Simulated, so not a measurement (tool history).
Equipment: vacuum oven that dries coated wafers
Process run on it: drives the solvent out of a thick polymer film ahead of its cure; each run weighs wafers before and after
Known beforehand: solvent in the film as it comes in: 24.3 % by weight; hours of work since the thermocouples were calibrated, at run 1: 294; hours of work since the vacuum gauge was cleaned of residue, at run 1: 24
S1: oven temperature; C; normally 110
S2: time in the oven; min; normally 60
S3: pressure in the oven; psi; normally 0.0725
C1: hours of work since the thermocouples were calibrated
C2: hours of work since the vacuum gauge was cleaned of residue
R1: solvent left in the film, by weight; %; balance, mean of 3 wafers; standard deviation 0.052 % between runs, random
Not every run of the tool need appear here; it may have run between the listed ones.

| run | hour | S1 | S2 | S3 | C1 | C2 | R1 |
|---|---|---|---|---|---|---|---|
| 1 | 0 | 110 | 60 | 0.0725 | 294 | 24 | 1.31 |
| 2 | 69 | 110 | 60 | 0.0725 | 342 | 72 | 1.36 |
| 3 | 119.3 | 110 | 60 | 0.0725 | 377 | 107 | 1.38 |
| 4 | 214.9 | 110 | 60 | 0.0725 | 443 | 173 | 1.35 |
| 5 | 269.6 | 110 | 60 | 0.0725 | 481 | 211 | 1.39 |
| 6 | 336.1 | 110 | 64 | 0.0725 | 527 | 257 | 1.29 |
| 7 | 428.3 | 110 | 105 | 0.125 | 591 | 321 | 0.7 |
| 8 | 489.4 | 109 | 92 | 0.179 | 633 | 363 | 1.22 |
| 9 | 598.3 | 109 | 92 | 0.179 | 709 | 439 | 1.23 |
| 10 | 646.8 | 109 | 92 | 0.179 | 742 | 473 | 1.24 |
| 11 | 724.8 | 109 | 87 | 0.1932 | 797 | 527 | 1.45 |
| 12 | 791.8 | 123 | 50 | 0.257 | 843 | 573 | 0.93 |

For some of the steps in R1 from one run to the next: how much would appear even if the tool had no hidden state, given the settings, what came in and random variation, and how much remains for the hidden state plus any gauge scatter that the measured result and the result without hidden state don't share?
The hidden state here: true wafer temperature over the reading, C; true pressure over the reading, kPa; drift of the gauge itself on solvent_pct, %.
Run 6 -> 7: S2 64 -> 105, S3 0.0725 -> 0.125. R1 -0.59 %: hidden state +0.01, all else -0.6.
Run 11 -> 12: S1 109 -> 123, S2 87 -> 50, S3 0.1932 -> 0.257. R1 -0.52 %: hidden state -0.05, all else -0.47.
